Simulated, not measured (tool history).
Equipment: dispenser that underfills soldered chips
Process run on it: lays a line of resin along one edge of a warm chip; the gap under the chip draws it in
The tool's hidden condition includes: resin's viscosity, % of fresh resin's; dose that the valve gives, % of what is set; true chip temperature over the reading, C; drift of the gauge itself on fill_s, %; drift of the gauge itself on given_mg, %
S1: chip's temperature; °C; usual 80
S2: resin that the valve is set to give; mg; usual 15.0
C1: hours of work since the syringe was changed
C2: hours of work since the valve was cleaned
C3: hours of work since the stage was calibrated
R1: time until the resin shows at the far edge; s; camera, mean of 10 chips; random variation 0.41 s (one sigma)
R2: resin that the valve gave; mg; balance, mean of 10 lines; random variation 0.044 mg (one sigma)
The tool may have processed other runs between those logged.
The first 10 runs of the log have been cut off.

run	hour	S1	S2	C1	C2	C3	R1	R2
# hour 109.2: new syringe of resin
# hour 116.0: new syringe of resin
11	116.0	80	15.0	0	67	331	25.4	14.64
# hour 123.0: new syringe of resin
12	126.8	80	15.0	3	75	339	30.9	14.68
# hour 129.8: new syringe of resin
# hour 135.2: dispensing valve cleaned and set on the balance
13	136.2	80	15.0	4	1	346	33.1	14.98
# hour 137.7: new syringe of resin
# hour 144.6: new syringe of resin
14	148.6	80	15.0	3	10	355	30.5	14.97
# hour 151.5: new syringe of resin
15	157.5	80	15.0	5	17	362	34.0	14.91
# hour 158.6: new syringe of resin
16	164.3	80	17.2	5	22	367	33.3	17.05
# hour 165.7: new syringe of resin
# hour 172.6: new syringe of resin
17	177.7	88	17.2	4	32	377	24.0	17.12
# hour 179.8: new syringe of resin
# hour 186.8: new syringe of resin
18	192.2	91	17.5	4	43	388	23.2	17.27
# hour 193.6: new syringe of resin
# hour 200.8: new syringe of resin
19	201.0	77	13.2	0	50	395	29.1	13.00
# hour 207.5: new syringe of resin
20	208.1	67	15.4	0	55	400	40.1	15.11
# hour 214.8: new syringe of resin
21	216.4	65	16.8	1	62	407	43.2	16.45
# hour 222.7: new syringe of resin
22	222.9	78	18.2	0	67	411	27.1	17.79
# hour 230.0: new syringe of resin
23	233.2	78	18.2	3	75	419	30.5	17.80
# hour 237.7: new syringe of resin
# hour 242.5: dispensing valve cleaned and set on the balance
24	244.6	73	13.2	5	2	427	43.0	13.24
# hour 246.0: new syringe of resin
# hour 253.2: new syringe of resin
# hour 260.7: new syringe of resin
25	260.7	73	18.9	0	14	440	31.1	18.74

Run 26 has not been measured yet. What should we expect?
# hour 268.1: new syringe of resin
26	269.6	73	18.9	1	21	446	?	?

{"run 26": {"R1": 32.5, "R2": 18.79}}
Minus the tool's unlogged condition, the same run would have read R1 33.5 s, R2 18.95 mg.

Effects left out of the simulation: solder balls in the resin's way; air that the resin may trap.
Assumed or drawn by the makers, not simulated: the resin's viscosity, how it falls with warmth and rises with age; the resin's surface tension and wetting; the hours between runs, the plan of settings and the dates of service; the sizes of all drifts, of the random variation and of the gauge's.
